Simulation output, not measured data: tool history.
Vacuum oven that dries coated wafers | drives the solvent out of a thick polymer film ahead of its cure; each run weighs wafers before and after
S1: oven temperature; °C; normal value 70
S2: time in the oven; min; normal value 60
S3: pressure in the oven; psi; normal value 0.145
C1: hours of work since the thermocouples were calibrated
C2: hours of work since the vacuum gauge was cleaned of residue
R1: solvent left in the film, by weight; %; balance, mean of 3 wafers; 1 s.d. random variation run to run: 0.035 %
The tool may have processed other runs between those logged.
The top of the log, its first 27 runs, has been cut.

run,hour,S1,S2,S3,C1,C2,R1
28,304.2,55,103,0.145,565,28,4.03
29,319.2,55,103,0.145,573,36,3.92
30,330.7,57,97,0.102,579,43,3.46
31,343.5,57,97,0.102,586,49,3.52
32,356.6,71,106,0.312,593,56,1.01
33,367.3,73,31,0.249,599,62,5.42
34,374.8,73,30,0.148,603,66,5.51
35,389,70,34,0.421,610,74,6.01
36,398.9,70,44,0.145,616,79,4.14
37,410.5,62,41,0.477,622,85,7.55
38,422.1,79,32,0.181,628,91,3.51
39,429.3,79,60,0.181,632,95,1
40,442,79,96,0.328,639,102,0.59
41,449.1,84,32,0.328,642,106,2.49
42,458.3,84,44,0.102,647,111,1.16
43,471.7,70,60,0.145,654,118,2.57
44,486.7,70,60,0.145,662,126,2.58
45,500.6,70,60,0.145,670,133,2.56
46,511.3,68,46,0.145,676,139,4.54

The next listed run, before its measurement:
47,520.1,70,82,0.09,680,143,?

{"run 47": {"R1": 1.28}}
The same run, on a tool lacking any hidden state, would have yielded R1 1.11 %.
